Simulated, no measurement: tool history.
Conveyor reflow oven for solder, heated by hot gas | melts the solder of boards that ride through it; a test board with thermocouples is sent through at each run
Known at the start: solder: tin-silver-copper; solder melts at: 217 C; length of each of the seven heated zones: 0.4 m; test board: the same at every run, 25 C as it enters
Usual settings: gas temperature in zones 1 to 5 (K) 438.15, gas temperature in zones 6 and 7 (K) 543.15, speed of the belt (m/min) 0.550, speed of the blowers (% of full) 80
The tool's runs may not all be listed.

run,day,gas temperature in zones 1 to 5 (K),gas temperature in zones 6 and 7 (K),speed of the belt (m/min),speed of the blowers (% of full),highest temperature of the board (K),time above the solder's melting point (s)
1,0.000,438.15,543.15,0.550,80,532.85,68.8
2,1.358,438.15,543.15,0.550,80,532.85,69.3
3,2.067,451.15,543.15,0.550,80,534.25,74.8
4,2.775,451.15,543.15,0.550,80,533.95,74.3
# day 3.312: flux residue cleaned out of gas plates and filters
5,3.804,451.15,543.15,0.550,80,534.95,74.9
6,4.962,451.15,543.15,0.550,80,534.85,74.8
7,6.000,451.15,543.15,0.550,80,534.45,75.2
8,6.675,451.15,543.15,0.550,80,534.35,75.1
9,7.862,451.15,543.15,0.550,80,534.95,75.0
# day 8.142: belt drive overhauled, speed set with a stopwatch
10,9.325,450.15,543.15,0.550,80,534.55,74.8
11,9.917,438.15,543.15,0.550,80,533.75,69.8
12,10.825,438.15,543.15,0.550,80,532.95,69.8
13,12.067,438.15,543.15,0.550,80,533.25,69.7

Forecast run 14:
# day 12.588: belt drive overhauled, speed set with a stopwatch, once more
14,13.533,435.15,536.15,0.484,61,?,?

highest temperature of the board (K): 527.75
time above the solder's melting point (s): 74.0
Without the tool's hidden state the same run would have given highest temperature of the board (K) 526.65, time above the solder's melting point (s) 73.2.
